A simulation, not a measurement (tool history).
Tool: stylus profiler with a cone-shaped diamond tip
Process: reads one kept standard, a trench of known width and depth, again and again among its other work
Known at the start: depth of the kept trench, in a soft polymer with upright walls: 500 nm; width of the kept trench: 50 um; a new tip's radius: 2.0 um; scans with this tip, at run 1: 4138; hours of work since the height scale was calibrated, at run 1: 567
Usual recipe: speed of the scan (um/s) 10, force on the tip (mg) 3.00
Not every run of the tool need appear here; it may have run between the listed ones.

run	hour	speed of the scan (um/s)	force on the tip (mg)	scans with this tip	hours of work since the height scale was calibrated	depth of the trench (Å)	width of the trench's floor (µm)
1	0.0	10	3.00	4138	567	5062.9	47.28
2	43.9	10	2.10	4294	589	5049.9	47.34
3	96.2	10	2.10	4480	614	5048.4	47.28
4	167.8	10	2.10	4735	649	5049.8	47.35
5	260.9	4	3.00	5065	695	5061.6	47.39
6	357.4	4	3.00	5409	742	5060.7	47.33
7	448.8	4	3.00	5733	786	5063.5	47.39
8	544.7	10	1.41	6074	833	5038.1	47.36
9	611.9	10	3.00	6313	866	5063.7	47.31
10	659.6	10	3.00	6483	889	5062.2	47.34
11	735.4	10	3.00	6752	926	5061.3	47.34
# hour 779.1: height scale calibrated on a step standard
12	794.6	10	3.00	6961	8	5061.7	47.27
13	853.3	5	3.00	7170	36	5063.1	47.37
14	945.2	10	3.00	7496	81	5062.9	47.29
15	1042.5	10	2.53	7842	128	5056.9	47.32
16	1089.0	7	3.00	8007	151	5062.7	47.38
17	1175.0	7	3.00	8313	193	5061.5	47.33
# hour 1203.1: new tip fitted, height scale calibrated
18	1219.1	7	3.00	57	8	5062.2	47.40
19	1262.0	39	2.66	209	29	5059.7	47.25
20	1361.9	11	1.09	564	77	5032.5	47.34
21	1455.9	11	1.09	899	123	5032.9	47.35
22	1527.0	10	2.72	1151	158	5060.2	47.30
23	1600.6	17	2.54	1413	194	5056.4	47.30
24	1675.0	5	2.37	1677	230	5053.5	47.38
25	1731.0	8	3.43	1877	257	5069.3	47.36
26	1822.2	13	1.00	2201	302	5029.1	47.36
27	1918.7	13	1.00	2544	349	5031.0	47.31
28	1977.9	4	4.05	2754	378	5075.7	47.30
29	2079.7	2	1.37	3116	427	5038.3	47.33
30	2159.6	2	3.18	3400	466	5064.7	47.35
31	2219.2	2	3.18	3612	495	5064.6	47.34

Describe how what the log doesn't record of the tool's condition differs between the last listed run preceding each entry between runs and the first listed run following it.
Run 11 -> run 12: height scale calibrated on a step standard (hour 779.1)
  height scale over the true one, %: -0.001 -> 0
Run 17 -> run 18: new tip fitted, height scale calibrated (hour 1203.1)
  radius of the tip, um: 2.02 -> 2
